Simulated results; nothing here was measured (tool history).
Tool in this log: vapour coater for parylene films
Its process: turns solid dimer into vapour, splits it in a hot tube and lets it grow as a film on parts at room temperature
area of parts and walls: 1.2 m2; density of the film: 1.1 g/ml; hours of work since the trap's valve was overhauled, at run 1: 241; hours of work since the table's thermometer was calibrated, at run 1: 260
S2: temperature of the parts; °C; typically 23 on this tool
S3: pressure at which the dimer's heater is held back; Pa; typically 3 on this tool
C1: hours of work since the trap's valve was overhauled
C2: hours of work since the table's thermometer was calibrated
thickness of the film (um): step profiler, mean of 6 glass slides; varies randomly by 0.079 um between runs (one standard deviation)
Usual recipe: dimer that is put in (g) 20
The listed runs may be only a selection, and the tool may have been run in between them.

run 1 hour=0 | dimer_that_is_put_in_(g)=20 S2=23 S3=3 | C1=241 C2=260 | thickness_of_the_film_(um)=8.81
run 2 hour=18.2 | dimer_that_is_put_in_(g)=20 S2=29 S3=3 | C1=250 C2=269 | thickness_of_the_film_(um)=7.68
run 3 hour=37.2 | dimer_that_is_put_in_(g)=20 S2=26 S3=3 | C1=259 C2=278 | thickness_of_the_film_(um)=8.23
run 4 hour=53.4 | dimer_that_is_put_in_(g)=16 S2=23 S3=3 | C1=266 C2=285 | thickness_of_the_film_(um)=7.05
run 5 hour=61.8 | dimer_that_is_put_in_(g)=16 S2=23 S3=3 | C1=270 C2=289 | thickness_of_the_film_(um)=7.08
run 6 hour=76.3 | dimer_that_is_put_in_(g)=16 S2=23 S3=3 | C1=277 C2=296 | thickness_of_the_film_(um)=6.98
run 7 hour=92.9 | dimer_that_is_put_in_(g)=20 S2=23 S3=3 | C1=285 C2=304 | thickness_of_the_film_(um)=8.7
run 8 hour=103.1 | dimer_that_is_put_in_(g)=20 S2=23 S3=3 | C1=290 C2=309 | thickness_of_the_film_(um)=8.71
run 9 hour=114.5 | dimer_that_is_put_in_(g)=20 S2=23 S3=3 | C1=295 C2=314 | thickness_of_the_film_(um)=8.71
run 10 hour=131.7 | dimer_that_is_put_in_(g)=20 S2=23 S3=3 | C1=303 C2=322 | thickness_of_the_film_(um)=8.85
run 11 hour=146.8 | dimer_that_is_put_in_(g)=20 S2=23 S3=3 | C1=310 C2=329 | thickness_of_the_film_(um)=8.65
run 12 hour=165.6 | dimer_that_is_put_in_(g)=20 S2=23 S3=3 | C1=319 C2=338 | thickness_of_the_film_(um)=8.53
run 13 hour=182.1 | dimer_that_is_put_in_(g)=20 S2=23 S3=3 | C1=327 C2=346 | thickness_of_the_film_(um)=8.6
run 14 hour=200 | dimer_that_is_put_in_(g)=20 S2=23 S3=3 | C1=335 C2=354 | thickness_of_the_film_(um)=8.62
run 15 hour=213.2 | dimer_that_is_put_in_(g)=20 S2=23 S3=3 | C1=342 C2=361 | thickness_of_the_film_(um)=8.54
run 16 hour=225.2 | dimer_that_is_put_in_(g)=10 S2=23 S3=3 | C1=347 C2=366 | thickness_of_the_film_(um)=4.3
run 17 hour=233.3 | dimer_that_is_put_in_(g)=20 S2=20 S3=3 | C1=351 C2=370 | thickness_of_the_film_(um)=9.18
run 18 hour=251.8 | dimer_that_is_put_in_(g)=11 S2=23 S3=3 | C1=360 C2=379 | thickness_of_the_film_(um)=4.7
run 19 hour=260.5 | dimer_that_is_put_in_(g)=11 S2=23 S3=3 | C1=364 C2=383 | thickness_of_the_film_(um)=4.71
run 20 hour=271.9 | dimer_that_is_put_in_(g)=20 S2=23 S3=3 | C1=369 C2=388 | thickness_of_the_film_(um)=8.38
run 21 hour=286.9 | dimer_that_is_put_in_(g)=20 S2=24 S3=3 | C1=376 C2=395 | thickness_of_the_film_(um)=8.4
run 22 hour=303.8 | dimer_that_is_put_in_(g)=20 S2=23 S3=3 | C1=384 C2=403 | thickness_of_the_film_(um)=8.52
run 23 hour=313.1 | dimer_that_is_put_in_(g)=20 S2=23 S3=3 | C1=389 C2=408 | thickness_of_the_film_(um)=8.36
run 24 hour=326.3 | dimer_that_is_put_in_(g)=20 S2=23 S3=3 | C1=395 C2=414 | thickness_of_the_film_(um)=8.39
run 25 hour=342.9 | dimer_that_is_put_in_(g)=12 S2=23 S3=3 | C1=403 C2=422 | thickness_of_the_film_(um)=5.08
run 26 hour=356.3 | dimer_that_is_put_in_(g)=20 S2=23 S3=2.92 | C1=409 C2=428 | thickness_of_the_film_(um)=8.38
run 27 hour=368.1 | dimer_that_is_put_in_(g)=28 S2=17 S3=2.92 | C1=415 C2=434 | thickness_of_the_film_(um)=13.89
run 28 hour=383.3 | dimer_that_is_put_in_(g)=20 S2=32 S3=3.32 | C1=422 C2=441 | thickness_of_the_film_(um)=6.48
run 29 hour=402.7 | dimer_that_is_put_in_(g)=20 S2=32 S3=3.32 | C1=431 C2=450 | thickness_of_the_film_(um)=6.55
run 30 hour=422.2 | dimer_that_is_put_in_(g)=20 S2=32 S3=3.32 | C1=440 C2=459 | thickness_of_the_film_(um)=6.54
run 31 hour=434.8 | dimer_that_is_put_in_(g)=20 S2=32 S3=3.32 | C1=446 C2=465 | thickness_of_the_film_(um)=6.49
run 32 hour=447.1 | dimer_that_is_put_in_(g)=10 S2=27 S3=3.32 | C1=452 C2=471 | thickness_of_the_film_(um)=3.67
run 33 hour=462.3 | dimer_that_is_put_in_(g)=36 S2=27 S3=8.23 | C1=459 C2=478 | thickness_of_the_film_(um)=11.6
run 34 hour=476.5 | dimer_that_is_put_in_(g)=36 S2=27 S3=8.23 | C1=466 C2=485 | thickness_of_the_film_(um)=11.55
run 35 hour=488.6 | dimer_that_is_put_in_(g)=31 S2=34 S3=8.11 | C1=472 C2=491 | thickness_of_the_film_(um)=8.21
-- hour=498.7 trap's valve overhauled
run 36 hour=506 | dimer_that_is_put_in_(g)=12 S2=23 S3=2.16 | C1=3 C2=497 | thickness_of_the_film_(um)=5.99
run 37 hour=524.3 | dimer_that_is_put_in_(g)=12 S2=23 S3=2.16 | C1=12 C2=505 | thickness_of_the_film_(um)=6.02
run 38 hour=532.3 | dimer_that_is_put_in_(g)=21 S2=23 S3=3 | C1=16 C2=509 | thickness_of_the_film_(um)=10.17
run 39 hour=541.4 | dimer_that_is_put_in_(g)=9 S2=20 S3=9.49 | C1=20 C2=514 | thickness_of_the_film_(um)=3.86
run 40 hour=550.6 | dimer_that_is_put_in_(g)=9 S2=20 S3=9.49 | C1=24 C2=518 | thickness_of_the_film_(um)=3.93
run 41 hour=563.2 | dimer_that_is_put_in_(g)=20 S2=22 S3=6.5 | C1=30 C2=524 | thickness_of_the_film_(um)=8.66
run 42 hour=582.7 | dimer_that_is_put_in_(g)=20 S2=22 S3=2.5 | C1=40 C2=533 | thickness_of_the_film_(um)=10.11
run 43 hour=591.5 | dimer_that_is_put_in_(g)=12 S2=31 S3=2.9 | C1=44 C2=537 | thickness_of_the_film_(um)=4.63
run 44 hour=600.7 | dimer_that_is_put_in_(g)=12 S2=31 S3=2.9 | C1=48 C2=542 | thickness_of_the_film_(um)=4.64
run 45 hour=614.2 | dimer_that_is_put_in_(g)=12 S2=31 S3=2.9 | C1=54 C2=548 | thickness_of_the_film_(um)=4.73
run 46 hour=629.5 | dimer_that_is_put_in_(g)=33 S2=20 S3=4.69 | C1=62 C2=555 | thickness_of_the_film_(um)=15.66

Forecast each of these 4 alternatives for the next run:
run A hour=641.7 | dimer_that_is_put_in_(g)=12 S2=23 S3=3 | C1=67 C2=561 | thickness_of_the_film_(um)=?
run B hour=641.7 | dimer_that_is_put_in_(g)=20 S2=23 S3=2.85 | C1=67 C2=561 | thickness_of_the_film_(um)=?
run C hour=641.7 | dimer_that_is_put_in_(g)=19 S2=20 S3=7.06 | C1=67 C2=561 | thickness_of_the_film_(um)=?
run D hour=641.7 | dimer_that_is_put_in_(g)=20 S2=34 S3=8.4 | C1=67 C2=561 | thickness_of_the_film_(um)=?

run=A thickness_of_the_film_(um)=5.61
run=B thickness_of_the_film_(um)=9.35
run=C thickness_of_the_film_(um)=8.54
run=D thickness_of_the_film_(um)=6.11
Stripped of hidden state, with their random variation kept, the same runs would have yielded:
run=A thickness_of_the_film_(um)=5.69
run=B thickness_of_the_film_(um)=9.48
run=C thickness_of_the_film_(um)=8.67
run=D thickness_of_the_film_(um)=6.2
